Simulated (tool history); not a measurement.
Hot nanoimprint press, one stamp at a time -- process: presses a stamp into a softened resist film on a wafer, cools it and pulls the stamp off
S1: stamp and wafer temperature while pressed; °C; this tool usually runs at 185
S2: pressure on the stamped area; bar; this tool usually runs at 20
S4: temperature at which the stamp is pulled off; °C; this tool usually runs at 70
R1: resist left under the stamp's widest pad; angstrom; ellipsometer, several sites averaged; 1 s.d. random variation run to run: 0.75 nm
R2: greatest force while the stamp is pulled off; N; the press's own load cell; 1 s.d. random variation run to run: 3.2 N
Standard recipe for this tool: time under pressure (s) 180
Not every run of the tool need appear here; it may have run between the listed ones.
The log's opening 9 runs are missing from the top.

Run 10, hour 52.8: usual settings. Result: R1 954 angstrom, R2 192 N.
Run 11, hour 56.4: usual settings. Result: R1 971 angstrom, R2 190 N.
Run 12, hour 63.3: usual settings but S2 23.3 bar. Result: R1 882 angstrom, R2 188 N.
Run 13, hour 68.2: usual settings but S4 72 °C. Result: R1 960 angstrom, R2 185 N.
Run 14, hour 76: usual settings but S2 24.8 bar, S4 72 °C. Result: R1 864 angstrom, R2 184 N.
Run 15, hour 83.2: usual settings but S2 24.8 bar, S4 76 °C. Result: R1 854 angstrom, R2 174 N.
Run 16, hour 88.3: usual settings but S1 193 °C, S4 59 °C. Result: R1 724 angstrom, R2 234 N.
Run 17, hour 93.9: usual settings but S1 193 °C, S4 59 °C. Result: R1 713 angstrom, R2 229 N.
Run 18, hour 98.6: usual settings but S1 193 °C, S4 59 °C. Result: R1 728 angstrom, R2 240 N.
Run 19, hour 105.7: usual settings but S1 193 °C, S4 59 °C. Result: R1 725 angstrom, R2 241 N.
Run 20, hour 112.6: usual settings but S1 193 °C, S4 59 °C. Result: R1 734 angstrom, R2 237 N.
Run 21, hour 120.2: usual settings but S1 181 °C, S2 15.8 bar, S4 59 °C. Result: R1 1271 angstrom, R2 233 N.
Run 22, hour 127.9: usual settings but S1 197 °C, S2 15.8 bar, time under pressure (s) 246, S4 59 °C. Result: R1 658 angstrom, R2 240 N.
Run 23, hour 134.7: usual settings but S1 197 °C, S2 15.8 bar, time under pressure (s) 246, S4 59 °C. Result: R1 638 angstrom, R2 245 N.
Run 24, hour 138.3: usual settings but S1 173 °C, S2 17 bar, time under pressure (s) 188, S4 59 °C. Result: R1 1600 angstrom, R2 249 N.
Run 25, hour 146.3: usual settings but S1 173 °C, S2 17 bar, time under pressure (s) 188, S4 59 °C. Result: R1 1587 angstrom, R2 245 N.
Run 26, hour 150.4: usual settings but S1 175 °C, S2 18.8 bar, time under pressure (s) 111, S4 59 °C. Result: R1 1645 angstrom, R2 242 N.
Run 27, hour 156.5: usual settings but S1 188 °C, S2 18.8 bar, time under pressure (s) 93, S4 74 °C. Result: R1 1151 angstrom, R2 171 N.
Run 28, hour 161.4: usual settings but S1 188 °C, S2 18.8 bar, time under pressure (s) 93, S4 74 °C. Result: R1 1134 angstrom, R2 184 N.
Run 29, hour 170: usual settings but S1 188 °C, S2 18.8 bar, time under pressure (s) 93, S4 74 °C. Result: R1 1131 angstrom, R2 176 N.
Run 30, hour 176.6: usual settings but S1 188 °C, S2 21.4 bar, time under pressure (s) 93, S4 77 °C. Result: R1 1062 angstrom, R2 169 N.

Forecast each of these 4 alternatives for the next run:
Run A, hour 184.1: usual settings but S1 179 °C, S4 62 °C. Result: R1 ?, R2 ?.
Run B, hour 184.1: usual settings but S1 179 °C, S2 21.4 bar, time under pressure (s) 231, S4 77 °C. Result: R1 ?, R2 ?.
Run C, hour 184.1: usual settings but S1 188 °C, S2 21.4 bar, time under pressure (s) 171, S4 65 °C. Result: R1 ?, R2 ?.
Run D, hour 184.1: usual settings but S1 189 °C, S2 21.4 bar, time under pressure (s) 194, S4 69 °C. Result: R1 ?, R2 ?.

run    R1   R2
  A  1222  240
  B  1085  167
  C   848  226
  D   783  205
The same runs, with their run-to-run variation unchanged, on a tool lacking any hidden condition would have given:
run    R1   R2
  A  1167  182
  B  1034  125
  C   811  171
  D   749  155

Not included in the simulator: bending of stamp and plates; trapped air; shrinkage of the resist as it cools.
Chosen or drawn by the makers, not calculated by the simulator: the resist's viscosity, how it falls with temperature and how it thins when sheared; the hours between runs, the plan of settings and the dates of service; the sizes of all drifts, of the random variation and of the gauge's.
